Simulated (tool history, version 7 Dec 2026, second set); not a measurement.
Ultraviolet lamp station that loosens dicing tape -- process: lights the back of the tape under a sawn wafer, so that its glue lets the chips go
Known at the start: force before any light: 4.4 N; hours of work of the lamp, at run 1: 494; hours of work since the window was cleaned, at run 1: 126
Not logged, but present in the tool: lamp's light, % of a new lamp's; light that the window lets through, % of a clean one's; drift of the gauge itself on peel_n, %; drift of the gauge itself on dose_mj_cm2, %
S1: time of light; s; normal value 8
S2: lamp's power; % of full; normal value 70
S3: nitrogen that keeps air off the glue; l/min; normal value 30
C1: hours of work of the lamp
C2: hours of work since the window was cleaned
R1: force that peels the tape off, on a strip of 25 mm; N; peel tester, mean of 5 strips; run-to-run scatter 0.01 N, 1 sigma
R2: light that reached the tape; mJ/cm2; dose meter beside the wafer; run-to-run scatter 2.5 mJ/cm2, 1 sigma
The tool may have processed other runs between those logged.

run   hour  S1  S2  S3   C1   C2     R1   R2
  1      0   8  70  30  494  126   0.57  282
  2   32.1   8  70  30  511  144  0.568  277
  3   74.1   5  70  30  534  167  1.088  169
  4  111.6   5  70  30  555  187  1.108  163
  5    147   5  70  30  574  206  1.143  170
  6  170.5   5  70  30  587  219  1.125  167
     182.9  -- window cleaned of glue's vapour
  7  212.4   8  70  30  610   16  0.555  289
  8  254.3   8  70  30  633   39  0.541  288
  9    293   8  70  30  654   60   0.54  285
 10  310.5   8  70  30  663   70   0.55  278
 11    353   8  62  30  687   93  0.692  250
 12  388.3   8  62  30  706  113  0.711  245
 13    425  12  74   9  726  133  0.475  430
 14  453.7   8  61  35  742  148  0.702  238
 15  478.7   8  63  52  756  162  0.585  242

Table of differences, measured result less the result of that run with no hidden state. Run-to-run variation is the same in both. Gauge scatter possibly is not:
run      R1   R2
  1  +0.095  -35
  2  +0.101  -38
  3  +0.179  -24
  4  +0.194  -27
  5  +0.214  -29
  6  +0.218  -30
  7  +0.069  -26
  8  +0.077  -29
  9  +0.085  -32
 10   +0.09  -34
 11  +0.122  -32
 12  +0.134  -35
 13  +0.096  -67
 14  +0.147  -39
 15  +0.129  -42
